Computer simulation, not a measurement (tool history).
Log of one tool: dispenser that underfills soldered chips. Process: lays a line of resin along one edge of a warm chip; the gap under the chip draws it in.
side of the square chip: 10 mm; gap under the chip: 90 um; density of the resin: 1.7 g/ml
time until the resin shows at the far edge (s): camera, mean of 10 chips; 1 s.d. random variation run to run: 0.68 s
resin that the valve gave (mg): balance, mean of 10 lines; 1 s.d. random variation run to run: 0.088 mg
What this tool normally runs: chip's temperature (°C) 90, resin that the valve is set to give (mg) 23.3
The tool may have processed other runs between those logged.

run    day  chip's temperature (°C)  resin that the valve is set to give (mg)  time until the resin shows at the far edge (s)  resin that the valve gave (mg)
  1  0.000                       90                                      23.3                                            76.4                           23.19
     0.088  -- new syringe of resin
  2  0.146                       80                                      23.3                                            95.4                           23.24
  3  0.371                       80                                      23.3                                           112.4                           23.23
  4  0.504                       80                                      23.3                                           123.6                           23.00
     0.538  -- new syringe of resin
  5  0.700                       80                                      23.3                                           106.2                           23.14
  6  0.804                       80                                      23.3                                           112.3                           23.00
  7  0.900                       80                                      23.3                                           118.7                           23.13
     0.983  -- new syringe of resin
  8  1.071                       90                                      21.3                                            65.6                           21.02
  9  1.175                       90                                      21.3                                            71.4                           21.17
     1.421  -- new syringe of resin
 10  1.421                       90                                      21.3                                            59.4                           21.02
 11  1.521                       78                                      23.3                                           108.7                           23.10
 12  1.717                       78                                      23.3                                           122.7                           22.90
 13  1.817                       90                                      23.3                                            78.4                           22.90
     1.862  -- new syringe of resin
 14  1.946                       90                                      23.3                                            64.6                           22.74
 15  2.167                       90                                      23.3                                            74.2                           22.87
 16  2.267                       90                                      23.3                                            78.8                           22.77
     2.300  -- new syringe of resin
 17  2.388                       79                                      23.3                                           103.7                           22.80
 18  2.533                       95                                      23.3                                            57.6                           22.78
 19  2.683                       95                                      23.3                                            63.0                           22.81
     2.738  -- new syringe of resin
 20  2.846                       92                                      23.6                                            60.9                           22.84
 21  3.025                       77                                      28.3                                           127.7                           27.59
 22  3.150                       89                                      24.0                                            82.3                           23.41
     3.188  -- new syringe of resin
 23  3.346                       89                                      24.0                                            69.4                           23.26
 24  3.512                       89                                      24.0                                            78.4                           23.30
     3.629  -- new syringe of resin
 25  3.700                       89                                      24.0                                            65.6                           23.20
 26  3.883                      100                                      20.5                                            49.4                           19.89
 27  4.025                      100                                      20.5                                            54.4                           19.77
     4.062  -- new syringe of resin
 28  4.246                      100                                      20.5                                            47.1                           19.90
 29  4.383                      100                                      20.5                                            51.1                           19.72
     4.504  -- new syringe of resin
 30  4.562                      101                                      27.8                                            38.0                           26.89
 31  4.721                      101                                      27.8                                            43.1                           26.70
     4.921  -- dispensing valve cleaned and set on the balance
 32  4.929                       80                                      22.2                                           119.1                           22.24
     4.988  -- new syringe of resin
 33  5.129                       97                                      21.3                                            49.8                           21.24
 34  5.283                       97                                      24.3                                            54.1                           23.99
 35  5.400                       90                                      21.5                                            79.1                           21.35
     5.425  -- new syringe of resin
 36  5.517                       90                                      21.5                                            63.5                           21.39

Branching from run 36: 4 alternative next runs. What would each branch give?
  A  5.679                       84                                      25.4                                               ?                               ?
  B  5.679                      100                                      25.2                                               ?                               ?
  C  5.679                       96                                      23.3                                               ?                               ?
  D  5.679                       86                                      21.5                                               ?                               ?

run  time until the resin shows at the far edge (s)  resin that the valve gave (mg)
  A                                            90.3                           25.12
  B                                            46.1                           24.99
  C                                            53.8                           23.11
  D                                            85.5                           21.61
The same runs, with their run-to-run variation unchanged, on a tool lacking any hidden condition would have given:
run  time until the resin shows at the far edge (s)  resin that the valve gave (mg)
  A                                            77.6                           25.30
  B                                            39.5                           25.16
  C                                            46.0                           23.27
  D                                            73.3                           21.77
